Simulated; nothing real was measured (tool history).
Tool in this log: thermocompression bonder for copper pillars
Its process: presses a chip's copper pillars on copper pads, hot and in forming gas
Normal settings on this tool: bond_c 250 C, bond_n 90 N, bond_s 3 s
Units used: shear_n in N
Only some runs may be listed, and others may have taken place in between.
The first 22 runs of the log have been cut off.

run	day	bond_c	bond_n	bond_s	hours of work since the heater was calibrated	hours of work since the force cell was calibrated	hours of work since the gas filter was changed	shear_n
23	6.383	238	113	8	907	210	219	81.2
24	6.542	268	115	3	910	213	222	83.0
25	6.929	259	105	6	918	220	229	86.5
26	7.308	243	124	4	925	228	236	76.7
27	7.667	279	55	4	932	234	243	56.0
28	7.842	250	90	3	935	238	247	59.5
29	8.062	250	90	3	939	242	251	59.7
30	8.388	250	90	2	946	248	257	51.9
31	8.600	250	90	2	950	252	261	51.4

Branching from run 31: 5 alternative next runs. What would each branch give?
A	8.850	276	90	4	954	257	266	?
B	8.850	250	120	3	954	257	266	?
C	8.850	250	90	3	954	257	266	?
D	8.850	255	63	4	954	257	266	?
E	8.850	261	122	4	954	257	266	?

run	shear_n
A	80.3
B	76.8
C	58.9
D	50.0
E	87.1
What these runs would have given with no unlogged condition in the tool:
run	shear_n
A	80.6
B	77.1
C	59.3
D	50.2
E	87.4

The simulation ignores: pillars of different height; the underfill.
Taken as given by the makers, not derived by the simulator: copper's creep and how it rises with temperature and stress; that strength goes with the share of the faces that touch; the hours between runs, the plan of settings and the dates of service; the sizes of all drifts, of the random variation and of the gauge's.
